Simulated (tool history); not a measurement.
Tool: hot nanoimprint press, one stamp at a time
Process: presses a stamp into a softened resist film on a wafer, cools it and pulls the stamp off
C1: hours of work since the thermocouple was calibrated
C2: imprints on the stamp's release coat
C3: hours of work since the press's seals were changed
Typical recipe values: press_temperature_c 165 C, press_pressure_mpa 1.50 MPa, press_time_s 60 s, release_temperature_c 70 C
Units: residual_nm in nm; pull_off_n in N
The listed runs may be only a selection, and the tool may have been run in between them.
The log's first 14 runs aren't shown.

run 15 day=17.775 | press_temperature_c=165 press_pressure_mpa=1.50 press_time_s=60 release_temperature_c=70 | C1=289 C2=351 C3=190 | residual_nm=223.3 pull_off_n=194
run 16 day=18.867 | press_temperature_c=177 press_pressure_mpa=1.50 press_time_s=60 release_temperature_c=70 | C1=309 C2=464 C3=210 | residual_nm=154.1 pull_off_n=200
run 17 day=20.475 | press_temperature_c=177 press_pressure_mpa=1.50 press_time_s=60 release_temperature_c=70 | C1=338 C2=630 C3=239 | residual_nm=155.0 pull_off_n=203
-- day=20.983 plate thermocouple calibrated
run 18 day=21.283 | press_temperature_c=168 press_pressure_mpa=1.97 press_time_s=60 release_temperature_c=70 | C1=5 C2=700 C3=252 | residual_nm=170.8 pull_off_n=206
run 19 day=22.488 | press_temperature_c=172 press_pressure_mpa=1.48 press_time_s=60 release_temperature_c=70 | C1=27 C2=824 C3=273 | residual_nm=176.4 pull_off_n=207
run 20 day=23.662 | press_temperature_c=156 press_pressure_mpa=1.48 press_time_s=54 release_temperature_c=78 | C1=49 C2=946 C3=295 | residual_nm=292.1 pull_off_n=180
run 21 day=25.254 | press_temperature_c=160 press_pressure_mpa=2.15 press_time_s=99 release_temperature_c=76 | C1=77 C2=1110 C3=324 | residual_nm=183.2 pull_off_n=205
run 22 day=26.417 | press_temperature_c=174 press_pressure_mpa=1.91 press_time_s=97 release_temperature_c=76 | C1=98 C2=1230 C3=345 | residual_nm=122.0 pull_off_n=206
run 23 day=27.954 | press_temperature_c=174 press_pressure_mpa=1.40 press_time_s=60 release_temperature_c=70 | C1=126 C2=1388 C3=373 | residual_nm=174.0 pull_off_n=228
run 24 day=29.350 | press_temperature_c=174 press_pressure_mpa=1.01 press_time_s=88 release_temperature_c=76 | C1=152 C2=1532 C3=398 | residual_nm=181.1 pull_off_n=227
run 25 day=30.933 | press_temperature_c=169 press_pressure_mpa=2.02 press_time_s=60 release_temperature_c=57 | C1=180 C2=1695 C3=427 | residual_nm=167.4 pull_off_n=323
run 26 day=32.379 | press_temperature_c=161 press_pressure_mpa=2.26 press_time_s=60 release_temperature_c=70 | C1=207 C2=1845 C3=453 | residual_nm=210.0 pull_off_n=264
run 27 day=33.217 | press_temperature_c=166 press_pressure_mpa=2.26 press_time_s=40 release_temperature_c=70 | C1=222 C2=1931 C3=468 | residual_nm=201.5 pull_off_n=271
run 28 day=34.558 | press_temperature_c=166 press_pressure_mpa=2.26 press_time_s=74 release_temperature_c=56 | C1=246 C2=2069 C3=492 | residual_nm=164.8 pull_off_n=340
run 29 day=35.804 | press_temperature_c=172 press_pressure_mpa=2.26 press_time_s=112 release_temperature_c=56 | C1=269 C2=2198 C3=515 | residual_nm=115.9 pull_off_n=348
-- day=37.179 stamp cleaned and given a new release coat
run 30 day=37.179 | press_temperature_c=165 press_pressure_mpa=1.47 press_time_s=60 release_temperature_c=66 | C1=289 C2=0 C3=535 | residual_nm=228.3 pull_off_n=177

Here are 3 independent what-if runs from the current tool condition. What would each one return?
run A day=37.904 | press_temperature_c=174 press_pressure_mpa=1.47 press_time_s=36 release_temperature_c=66 | C1=302 C2=74 C3=548 | residual_nm=? pull_off_n=?
run B day=37.904 | press_temperature_c=172 press_pressure_mpa=1.73 press_time_s=60 release_temperature_c=70 | C1=302 C2=74 C3=548 | residual_nm=? pull_off_n=?
run C day=37.904 | press_temperature_c=165 press_pressure_mpa=1.47 press_time_s=61 release_temperature_c=66 | C1=302 C2=74 C3=548 | residual_nm=? pull_off_n=?

run=A residual_nm=205.3 pull_off_n=191
run=B residual_nm=169.0 pull_off_n=175
run=C residual_nm=226.2 pull_off_n=186
Had the tool no hidden state, the same runs would have come out as:
run=A residual_nm=197.5 pull_off_n=184
run=B residual_nm=161.5 pull_off_n=169
run=C residual_nm=217.5 pull_off_n=180
